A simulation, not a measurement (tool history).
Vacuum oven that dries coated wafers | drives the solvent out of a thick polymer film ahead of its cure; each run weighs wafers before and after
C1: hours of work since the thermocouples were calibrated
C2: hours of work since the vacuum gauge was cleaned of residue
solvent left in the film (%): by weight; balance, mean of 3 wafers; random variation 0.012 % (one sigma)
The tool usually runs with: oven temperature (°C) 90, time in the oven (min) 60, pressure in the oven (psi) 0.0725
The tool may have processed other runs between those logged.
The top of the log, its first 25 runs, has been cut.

Run 26, hour 222.5: usual settings but time in the oven (min) 49; C1 774; C2 427. Result: solvent left in the film (%) 1.52.
Run 27, hour 229.9: usual settings but oven temperature (°C) 104, pressure in the oven (psi) 0.2418; C1 779; C2 433. Result: solvent left in the film (%) 0.69.
Run 28, hour 236.1: usual settings but oven temperature (°C) 104, pressure in the oven (psi) 0.2418; C1 783; C2 437. Result: solvent left in the film (%) 0.7.
Run 29, hour 242: usual settings but oven temperature (°C) 91; C1 787; C2 441. Result: solvent left in the film (%) 0.84.
Run 30, hour 249.7: usual settings but oven temperature (°C) 102; C1 792; C2 446. Result: solvent left in the film (%) 0.23.
Run 31, hour 256.7: usual settings but oven temperature (°C) 102, pressure in the oven (psi) 0.0464; C1 797; C2 451. Result: solvent left in the film (%) 0.16.
Run 32, hour 261.9: usual settings but oven temperature (°C) 102, time in the oven (min) 58, pressure in the oven (psi) 0.0563; C1 801; C2 455. Result: solvent left in the film (%) 0.18.
Run 33, hour 270: usual settings but oven temperature (°C) 102, time in the oven (min) 58, pressure in the oven (psi) 0.0563; C1 806; C2 460. Result: solvent left in the film (%) 0.2.
Run 34, hour 275.5: usual settings but oven temperature (°C) 89; C1 810; C2 464. Result: solvent left in the film (%) 1.14.
Run 35, hour 283.8: usual settings but oven temperature (°C) 89, pressure in the oven (psi) 0.0389; C1 816; C2 470. Result: solvent left in the film (%) 0.99.
Run 36, hour 290.4: usual settings but oven temperature (°C) 89, pressure in the oven (psi) 0.0389; C1 820; C2 474. Result: solvent left in the film (%) 1.
Run 37, hour 299.3: usual settings but oven temperature (°C) 83, time in the oven (min) 44, pressure in the oven (psi) 0.073; C1 826; C2 480. Result: solvent left in the film (%) 4.17.
Run 38, hour 308.5: usual settings but oven temperature (°C) 83, time in the oven (min) 44, pressure in the oven (psi) 0.073; C1 833; C2 486. Result: solvent left in the film (%) 4.2.
Run 39, hour 320.2: usual settings but oven temperature (°C) 96, time in the oven (min) 91, pressure in the oven (psi) 0.0444; C1 841; C2 494. Result: solvent left in the film (%) 0.18.

Expected results for the next run?
Run 40, hour 326.8: usual settings but oven temperature (°C) 87, time in the oven (min) 36, pressure in the oven (psi) 0.2251; C1 845; C2 499. Result: solvent left in the film (%) ?.

Logged for run 40: solvent left in the film (%) 4.43.
Minus the tool's unlogged condition, the same run would have read solvent left in the film (%) 4.43.

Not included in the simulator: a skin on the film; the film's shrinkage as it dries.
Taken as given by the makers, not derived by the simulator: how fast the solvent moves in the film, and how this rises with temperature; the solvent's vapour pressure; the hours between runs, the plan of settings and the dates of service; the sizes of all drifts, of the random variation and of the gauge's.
